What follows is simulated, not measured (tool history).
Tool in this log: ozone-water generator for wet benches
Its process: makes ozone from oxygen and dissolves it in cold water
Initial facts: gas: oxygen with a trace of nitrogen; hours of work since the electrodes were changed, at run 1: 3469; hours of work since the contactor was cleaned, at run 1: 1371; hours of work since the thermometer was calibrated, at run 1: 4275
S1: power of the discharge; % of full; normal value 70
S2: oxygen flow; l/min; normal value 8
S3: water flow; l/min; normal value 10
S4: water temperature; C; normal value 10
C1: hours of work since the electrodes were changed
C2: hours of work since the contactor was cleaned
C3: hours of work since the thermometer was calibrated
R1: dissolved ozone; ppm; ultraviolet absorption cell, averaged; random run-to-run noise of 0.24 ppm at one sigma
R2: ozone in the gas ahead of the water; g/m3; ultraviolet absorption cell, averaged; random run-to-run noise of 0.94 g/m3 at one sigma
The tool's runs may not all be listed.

{"run": 1, "hour": 0.0, "S1": 70, "S2": 8, "S3": 10, "S4": 10, "C1": 3469, "C2": 1371, "C3": 4275, "R1": 30.4, "R2": 133.7}
{"run": 2, "hour": 209.7, "S1": 57, "S2": 8, "S3": 10, "S4": 10, "C1": 3612, "C2": 1514, "C3": 4418, "R1": 26.9, "R2": 118.9}
{"run": 3, "hour": 324.1, "S1": 57, "S2": 8, "S3": 10, "S4": 9, "C1": 3690, "C2": 1592, "C3": 4496, "R1": 27.3, "R2": 118.6}
{"run": 4, "hour": 476.5, "S1": 57, "S2": 8, "S3": 10, "S4": 9, "C1": 3793, "C2": 1696, "C3": 4600, "R1": 27, "R2": 117.6}
{"run": 5, "hour": 597.6, "S1": 70, "S2": 8, "S3": 9, "S4": 10, "C1": 3876, "C2": 1779, "C3": 4683, "R1": 31.1, "R2": 131}
{"run": 6, "hour": 788.3, "S1": 70, "S2": 8, "S3": 9, "S4": 10, "C1": 4006, "C2": 1909, "C3": 4813, "R1": 31, "R2": 131.2}
{"hour": 928.6, "done": "water thermometer calibrated"}
{"run": 7, "hour": 981.8, "S1": 70, "S2": 8, "S3": 9, "S4": 10, "C1": 4138, "C2": 2040, "C3": 36, "R1": 30.7, "R2": 129.7}
{"run": 8, "hour": 1172.1, "S1": 70, "S2": 8, "S3": 10, "S4": 17, "C1": 4267, "C2": 2170, "C3": 166, "R1": 25, "R2": 129.5}
{"run": 9, "hour": 1294.4, "S1": 70, "S2": 8, "S3": 10, "S4": 17, "C1": 4351, "C2": 2253, "C3": 249, "R1": 24.9, "R2": 127.8}
{"run": 10, "hour": 1404.1, "S1": 70, "S2": 8, "S3": 10, "S4": 10, "C1": 4425, "C2": 2328, "C3": 324, "R1": 28.7, "R2": 127.7}
{"run": 11, "hour": 1570.5, "S1": 70, "S2": 10.95, "S3": 10, "S4": 10, "C1": 4539, "C2": 2442, "C3": 438, "R1": 25.3, "R2": 101.5}
{"run": 12, "hour": 1742.9, "S1": 70, "S2": 10.95, "S3": 10, "S4": 10, "C1": 4656, "C2": 2559, "C3": 555, "R1": 25.1, "R2": 102.2}
{"run": 13, "hour": 1928.6, "S1": 59, "S2": 8, "S3": 10, "S4": 5, "C1": 4783, "C2": 2686, "C3": 682, "R1": 28.2, "R2": 113.8}
{"run": 14, "hour": 2125.4, "S1": 70, "S2": 8, "S3": 8, "S4": 10, "C1": 4917, "C2": 2820, "C3": 816, "R1": 30.9, "R2": 124.4}
{"run": 15, "hour": 2341.9, "S1": 99, "S2": 13.16, "S3": 7, "S4": 8, "C1": 5065, "C2": 2968, "C3": 963, "R1": 32.1, "R2": 106.2}
{"run": 16, "hour": 2434.4, "S1": 74, "S2": 4.52, "S3": 10, "S4": 10, "C1": 5128, "C2": 3031, "C3": 1026, "R1": 32.2, "R2": 186.7}
{"run": 17, "hour": 2597.4, "S1": 74, "S2": 4.52, "S3": 10, "S4": 10, "C1": 5239, "C2": 3142, "C3": 1138, "R1": 31.7, "R2": 185.1}
{"run": 18, "hour": 2721.3, "S1": 93, "S2": 4.73, "S3": 16, "S4": 7, "C1": 5323, "C2": 3226, "C3": 1222, "R1": 26.6, "R2": 197.7}
{"run": 19, "hour": 2911.9, "S1": 70, "S2": 4.66, "S3": 10, "S4": 10, "C1": 5453, "C2": 3356, "C3": 1352, "R1": 30.5, "R2": 176.1}
{"run": 20, "hour": 3091.3, "S1": 70, "S2": 4.66, "S3": 10, "S4": 10, "C1": 5576, "C2": 3478, "C3": 1474, "R1": 29.9, "R2": 174.2}
{"run": 21, "hour": 3207.9, "S1": 75, "S2": 8, "S3": 10, "S4": 17, "C1": 5655, "C2": 3558, "C3": 1554, "R1": 23.2, "R2": 123.8}
{"run": 22, "hour": 3311.6, "S1": 75, "S2": 8, "S3": 10, "S4": 17, "C1": 5726, "C2": 3629, "C3": 1624, "R1": 22.7, "R2": 123.9}

Alternative continuations, all from the tool just after run 22; predict every row:
{"hour": 3485.0, "done": "electrodes of the discharge changed"}
{"run": "A", "hour": 3507.8, "S1": 78, "S2": 8, "S3": 10, "S4": 10, "C1": 16, "C2": 3758, "C3": 1754, "R1": "?", "R2": "?"}
{"hour": 3485.0, "done": "electrodes of the discharge changed"}
{"run": "B", "hour": 3507.8, "S1": 70, "S2": 9.06, "S3": 10, "S4": 17, "C1": 16, "C2": 3758, "C3": 1754, "R1": "?", "R2": "?"}
{"hour": 3485.0, "done": "electrodes of the discharge changed"}
{"run": "C", "hour": 3507.8, "S1": 64, "S2": 13.72, "S3": 14, "S4": 17, "C1": 16, "C2": 3758, "C3": 1754, "R1": "?", "R2": "?"}
{"hour": 3485.0, "done": "electrodes of the discharge changed"}
{"run": "D", "hour": 3507.8, "S1": 52, "S2": 10.1, "S3": 15, "S4": 10, "C1": 16, "C2": 3758, "C3": 1754, "R1": "?", "R2": "?"}

run=A R1=36.9 R2=171.6
run=B R1=27.9 R2=145.9
run=C R1=19.1 R2=104.2
run=D R1=21 R2=111.8
What these runs would have given with no unlogged condition in the tool:
run=A R1=39.9 R2=172.2
run=B R1=30.1 R2=146.4
run=C R1=21 R2=104.5
run=D R1=23 R2=112.1

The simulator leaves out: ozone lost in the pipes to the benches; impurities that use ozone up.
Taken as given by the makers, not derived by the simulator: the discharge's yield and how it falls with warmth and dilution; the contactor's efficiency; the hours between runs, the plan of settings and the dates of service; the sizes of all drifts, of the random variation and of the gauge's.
